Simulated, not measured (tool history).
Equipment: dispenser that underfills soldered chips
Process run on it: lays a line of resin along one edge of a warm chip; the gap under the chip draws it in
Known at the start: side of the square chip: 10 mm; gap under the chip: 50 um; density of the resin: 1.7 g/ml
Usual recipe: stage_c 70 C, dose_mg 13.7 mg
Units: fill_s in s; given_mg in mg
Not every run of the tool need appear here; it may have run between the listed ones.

run 1 hour=0 | stage_c=70 dose_mg=13.7 | fill_s=56.4 given_mg=13.53
run 2 hour=11.8 | stage_c=70 dose_mg=13.7 | fill_s=50.4 given_mg=13.43
run 3 hour=21.1 | stage_c=70 dose_mg=16.8 | fill_s=60.4 given_mg=16.1
run 4 hour=27.6 | stage_c=70 dose_mg=16.8 | fill_s=48.5 given_mg=16.41
run 5 hour=32.8 | stage_c=70 dose_mg=16.8 | fill_s=54.5 given_mg=16.22
run 6 hour=38.2 | stage_c=70 dose_mg=16.2 | fill_s=60.7 given_mg=15.73
run 7 hour=45.1 | stage_c=70 dose_mg=16.2 | fill_s=50.4 given_mg=15.57
run 8 hour=54.3 | stage_c=70 dose_mg=13.7 | fill_s=62.4 given_mg=13.22
run 9 hour=62.8 | stage_c=70 dose_mg=13.7 | fill_s=52.8 given_mg=13.15
run 10 hour=72.5 | stage_c=70 dose_mg=13.7 | fill_s=46.4 given_mg=12.93
run 11 hour=77.5 | stage_c=70 dose_mg=13.7 | fill_s=52.1 given_mg=12.88
run 12 hour=82.4 | stage_c=70 dose_mg=13.5 | fill_s=58.3 given_mg=12.71
run 13 hour=92.3 | stage_c=70 dose_mg=13.5 | fill_s=49.9 given_mg=12.61
run 14 hour=99.9 | stage_c=70 dose_mg=13.5 | fill_s=59.4 given_mg=12.45
run 15 hour=106.5 | stage_c=70 dose_mg=13.7 | fill_s=47.6 given_mg=12.78
run 16 hour=112.1 | stage_c=70 dose_mg=13.7 | fill_s=55 given_mg=12.63
run 17 hour=122.1 | stage_c=56 dose_mg=13.7 | fill_s=84 given_mg=12.68
run 18 hour=131.3 | stage_c=75 dose_mg=14 | fill_s=45.1 given_mg=14
run 19 hour=136.8 | stage_c=69 dose_mg=11.7 | fill_s=68.4 given_mg=11.75
run 20 hour=145.7 | stage_c=69 dose_mg=11.7 | fill_s=57.7 given_mg=11.6
run 21 hour=156.8 | stage_c=85 dose_mg=11.7 | fill_s=28.5 given_mg=11.61
run 22 hour=163 | stage_c=70 dose_mg=16.9 | fill_s=58.1 given_mg=16.43
run 23 hour=169.1 | stage_c=66 dose_mg=14 | fill_s=67.4 given_mg=13.66
run 24 hour=178.6 | stage_c=66 dose_mg=16.5 | fill_s=56.7 given_mg=16.08
run 25 hour=190 | stage_c=58 dose_mg=15 | fill_s=72.2 given_mg=14.6
run 26 hour=195.6 | stage_c=71 dose_mg=16.6 | fill_s=48.1 given_mg=16.09
run 27 hour=202.6 | stage_c=70 dose_mg=15 | fill_s=58.9 given_mg=14.44
run 28 hour=213.9 | stage_c=69 dose_mg=16.6 | fill_s=54.5 given_mg=15.94
run 29 hour=218.7 | stage_c=69 dose_mg=16.6 | fill_s=58.9 given_mg=15.85
run 30 hour=225.1 | stage_c=56 dose_mg=13 | fill_s=84.4 given_mg=12.28
run 31 hour=230.3 | stage_c=57 dose_mg=12.3 | fill_s=92.8 given_mg=11.85
run 32 hour=242.1 | stage_c=68 dose_mg=13.2 | fill_s=53.1 given_mg=12.52
run 33 hour=251.4 | stage_c=65 dose_mg=14 | fill_s=72.2 given_mg=13.25
run 34 hour=262.6 | stage_c=76 dose_mg=14 | fill_s=42.2 given_mg=13.06

Missing from the log above: 18 entries noted between runs. For each, name the pair of listed runs it sits between and say how the tool's hidden condition differs from the listed run just before to the listed run just after:
Runs 1 to 2: new syringe of resin (hour 7)
  resin's viscosity, % of fresh resin's: 123.6 -> 111.7; dose that the valve gives, % of what is set: 98.33 -> 97.77; true chip temperature over the reading, C: -2.04 -> -2.11
  the result without the hidden state subtracted from the measured one, fill_s: +14.3 -> +8.9 s; given_mg: -0.23 -> -0.3 mg
Runs 3 to 4: new syringe of resin (hour 23.6)
  resin's viscosity, % of fresh resin's: 137.5 -> 108.7; dose that the valve gives, % of what is set: 97.29 -> 96.94; true chip temperature over the reading, C: -2.15 -> -2.19
  the result without the hidden state subtracted from the measured one, fill_s: +20.2 -> +7.6 s; given_mg: -0.45 -> -0.51 mg
Runs 6 to 7: new syringe of resin (hour 39.9)
  resin's viscosity, % of fresh resin's: 138.1 -> 113; dose that the valve gives, % of what is set: 96.41 -> 96.08; true chip temperature over the reading, C: -2.25 -> -2.28
  the result without the hidden state subtracted from the measured one, fill_s: +20.5 -> +9.8 s; given_mg: -0.58 -> -0.63 mg
Runs 8 to 9: new syringe of resin (hour 56.3)
  resin's viscosity, % of fresh resin's: 139.1 -> 116.6; dose that the valve gives, % of what is set: 95.57 -> 95.14; true chip temperature over the reading, C: -2.33 -> -2.38
  the result without the hidden state subtracted from the measured one, fill_s: +21.7 -> +11.9 s; given_mg: -0.61 -> -0.67 mg
Runs 9 to 10: new syringe of resin (hour 72.5)
  resin's viscosity, % of fresh resin's: 116.6 -> 101; dose that the valve gives, % of what is set: 95.14 -> 94.67; true chip temperature over the reading, C: -2.38 -> -2.43
  the result without the hidden state subtracted from the measured one, fill_s: +11.9 -> +4.9 s; given_mg: -0.67 -> -0.73 mg
Runs 12 to 13: new syringe of resin (hour 88.9)
  resin's viscosity, % of fresh resin's: 126.1 -> 109.1; dose that the valve gives, % of what is set: 94.19 -> 93.68; true chip temperature over the reading, C: -2.48 -> -2.53
  the result without the hidden state subtracted from the measured one, fill_s: +16.7 -> +8.9 s; given_mg: -0.78 -> -0.84 mg
Runs 14 to 15: new syringe of resin (hour 105.2)
  resin's viscosity, % of fresh resin's: 129.4 -> 102.8; dose that the valve gives, % of what is set: 93.3 -> 93.01; true chip temperature over the reading, C: -2.57 -> -2.6
  the result without the hidden state subtracted from the measured one, fill_s: +18.4 -> +6.3 s; given_mg: -0.9 -> -0.96 mg
Runs 16 to 17: new syringe of resin (hour 121.2)
  resin's viscosity, % of fresh resin's: 116.8 -> 101.4; dose that the valve gives, % of what is set: 92.7 -> 92.2; true chip temperature over the reading, C: -2.63 -> -2.68
  the result without the hidden state subtracted from the measured one, fill_s: +12.9 -> +11 s; given_mg: -1 -> -1.07 mg
Runs 17 to 18: dispensing valve cleaned and set on the balance (hour 131.3)
  resin's viscosity, % of fresh resin's: 101.4 -> 122.1; dose that the valve gives, % of what is set: 92.2 -> 100.04; true chip temperature over the reading, C: -2.68 -> -2.73
  the result without the hidden state subtracted from the measured one, fill_s: +11 -> +11.9 s; given_mg: -1.07 -> +0.01 mg
Runs 19 to 20: new syringe of resin (hour 138.3)
  resin's viscosity, % of fresh resin's: 138.1 -> 117.3; dose that the valve gives, % of what is set: 99.8 -> 99.35; true chip temperature over the reading, C: -2.75 -> -2.79
  the result without the hidden state subtracted from the measured one, fill_s: +24 -> +13.8 s; given_mg: -0.02 -> -0.08 mg
Runs 20 to 21: new syringe of resin (hour 154.5)
  resin's viscosity, % of fresh resin's: 117.3 -> 107.6; dose that the valve gives, % of what is set: 99.35 -> 98.77; true chip temperature over the reading, C: -2.79 -> -2.85
  the result without the hidden state subtracted from the measured one, fill_s: +13.8 -> +4.8 s; given_mg: -0.08 -> -0.14 mg
Runs 22 to 23: stage's temperature calibrated (hour 165.9)
  resin's viscosity, % of fresh resin's: 123.8 -> 138.6; dose that the valve gives, % of what is set: 98.47 -> 98.24; true chip temperature over the reading, C: -2.88 -> -0.21
  the result without the hidden state subtracted from the measured one, fill_s: +16.1 -> +19.2 s; given_mg: -0.26 -> -0.24 mg
Runs 23 to 24: new syringe of resin (hour 171.8)
  resin's viscosity, % of fresh resin's: 138.6 -> 116.8; dose that the valve gives, % of what is set: 98.24 -> 97.78; true chip temperature over the reading, C: -0.21 -> -0.25
  the result without the hidden state subtracted from the measured one, fill_s: +19.2 -> +8.6 s; given_mg: -0.24 -> -0.37 mg
Runs 24 to 25: new syringe of resin (hour 187.9)
  resin's viscosity, % of fresh resin's: 116.8 -> 106.7; dose that the valve gives, % of what is set: 97.78 -> 97.23; true chip temperature over the reading, C: -0.25 -> -0.31
  the result without the hidden state subtracted from the measured one, fill_s: +8.6 -> +5.5 s; given_mg: -0.37 -> -0.42 mg
Runs 27 to 28: new syringe of resin (hour 203.9)
  resin's viscosity, % of fresh resin's: 141.7 -> 124.2; dose that the valve gives, % of what is set: 96.6 -> 96.02; true chip temperature over the reading, C: -0.38 -> -0.44
  the result without the hidden state subtracted from the measured one, fill_s: +18.1 -> +11.5 s; given_mg: -0.51 -> -0.66 mg
Runs 29 to 30: new syringe of resin (hour 219.9)
  resin's viscosity, % of fresh resin's: 138.3 -> 112.1; dose that the valve gives, % of what is set: 95.79 -> 95.51; true chip temperature over the reading, C: -0.46 -> -0.49
  the result without the hidden state subtracted from the measured one, fill_s: +17.1 -> +11.1 s; given_mg: -0.69 -> -0.59 mg
Runs 31 to 32: new syringe of resin (hour 236.5)
  resin's viscosity, % of fresh resin's: 126 -> 113; dose that the valve gives, % of what is set: 95.28 -> 94.75; true chip temperature over the reading, C: -0.52 -> -0.58
  the result without the hidden state subtracted from the measured one, fill_s: +21.5 -> +7.5 s; given_mg: -0.59 -> -0.69 mg
Runs 33 to 34: new syringe of resin (hour 252.6)
  resin's viscosity, % of fresh resin's: 139.3 -> 124.8; dose that the valve gives, % of what is set: 94.26 -> 93.72; true chip temperature over the reading, C: -0.63 -> -0.69
  the result without the hidden state subtracted from the measured one, fill_s: +22 -> +9.5 s; given_mg: -0.81 -> -0.88 mg

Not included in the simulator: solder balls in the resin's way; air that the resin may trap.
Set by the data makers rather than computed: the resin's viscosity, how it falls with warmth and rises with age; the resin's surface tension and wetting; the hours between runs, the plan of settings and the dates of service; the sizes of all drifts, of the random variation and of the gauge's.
